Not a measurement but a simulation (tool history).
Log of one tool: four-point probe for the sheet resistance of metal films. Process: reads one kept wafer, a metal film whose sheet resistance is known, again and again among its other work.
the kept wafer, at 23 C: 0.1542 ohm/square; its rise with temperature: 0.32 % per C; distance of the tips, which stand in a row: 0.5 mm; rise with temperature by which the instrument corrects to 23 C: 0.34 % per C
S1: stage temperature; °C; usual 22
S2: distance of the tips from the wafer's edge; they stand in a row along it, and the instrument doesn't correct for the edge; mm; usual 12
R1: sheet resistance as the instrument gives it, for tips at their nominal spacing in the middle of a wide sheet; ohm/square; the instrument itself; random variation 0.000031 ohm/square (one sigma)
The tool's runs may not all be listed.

| run | hour | S1 | S2 | R1 |
|---|---|---|---|---|
| 1 | 0 | 22 | 12 | 0.154063 |
| 2 | 9.1 | 22 | 12 | 0.154113 |
| 3 | 17.9 | 22 | 12 | 0.154076 |
| 4 | 35.3 | 22 | 12 | 0.154042 |
| 5 | 45.4 | 26 | 12 | 0.153995 |
| 6 | 56 | 22 | 12 | 0.154098 |
| 7 | 66.2 | 22 | 5 | 0.154854 |
| 8 | 75.1 | 22 | 12 | 0.154153 |
| 9 | 85 | 22 | 12 | 0.154048 |
| 10 | 102.7 | 22 | 12 | 0.154118 |
| 11 | 120 | 22 | 12 | 0.15414 |
| 12 | 127.9 | 22 | 12 | 0.154172 |
| 13 | 142.7 | 22 | 12 | 0.154136 |
| 14 | 160.5 | 22 | 12 | 0.154174 |
| 15 | 173 | 26 | 12 | 0.154027 |
| 16 | 186.9 | 26 | 12 | 0.154023 |
|  | 189.2 | stage's thermometer calibrated |
| 17 | 205.8 | 26 | 12 | 0.154121 |
| 18 | 223.3 | 22 | 11 | 0.154232 |
| 19 | 233.1 | 22 | 7 | 0.154454 |
| 20 | 249.7 | 34 | 43 | 0.153719 |
| 21 | 262.1 | 29 | 54 | 0.153913 |
| 22 | 272.2 | 31 | 31 | 0.153821 |
| 23 | 289.6 | 29 | 9 | 0.154175 |
|  | 292.3 | stage's thermometer calibrated, once more |
| 24 | 298.9 | 26 | 7 | 0.154292 |
| 25 | 317.9 | 19 | 19 | 0.154134 |
| 26 | 331.3 | 19 | 21 | 0.154103 |
| 27 | 340.2 | 19 | 22 | 0.154062 |
| 28 | 351.3 | 21 | 10 | 0.154238 |
| 29 | 368.7 | 35 | 10 | 0.153837 |
| 30 | 380.6 | 35 | 10 | 0.15381 |
| 31 | 392.3 | 34 | 8 | 0.153971 |
| 32 | 411.5 | 20 | 8 | 0.154426 |
| 33 | 420.1 | 20 | 8 | 0.1544 |
| 34 | 430.3 | 20 | 24 | 0.15414 |
| 35 | 449.1 | 29 | 16 | 0.153918 |
| 36 | 459.3 | 26 | 3 | 0.15623 |
| 37 | 470.8 | 24 | 6 | 0.154562 |

Measured less the same run without the tool's hidden state. The same run-to-run variation is in both; the gauge's scatter may not be:
The hidden state here: inner tips' distance over the nominal, %; tips' flats over new ones', %; wafer's true temperature over the reading, C; drift of the gauge itself on sheet_ohm, %.
| run | R1 |
|---|---|
| 1 | -0.000296 |
| 2 | -0.000292 |
| 3 | -0.000288 |
| 4 | -0.000281 |
| 5 | -0.000277 |
| 6 | -0.000271 |
| 7 | -0.000268 |
| 8 | -0.000263 |
| 9 | -0.000258 |
| 10 | -0.000251 |
| 11 | -0.000243 |
| 12 | -0.00024 |
| 13 | -0.000233 |
| 14 | -0.000225 |
| 15 | -0.000221 |
| 16 | -0.000214 |
| 17 | -0.000172 |
| 18 | -0.000163 |
| 19 | -0.000159 |
| 20 | -0.000155 |
| 21 | -0.000148 |
| 22 | -0.000145 |
| 23 | -0.000137 |
| 24 | -0.00025 |
| 25 | -0.000242 |
| 26 | -0.000236 |
| 27 | -0.000232 |
| 28 | -0.000227 |
| 29 | -0.000219 |
| 30 | -0.000214 |
| 31 | -0.000209 |
| 32 | -0.000201 |
| 33 | -0.000197 |
| 34 | -0.000192 |
| 35 | -0.000184 |
| 36 | -0.000181 |
| 37 | -0.000175 |
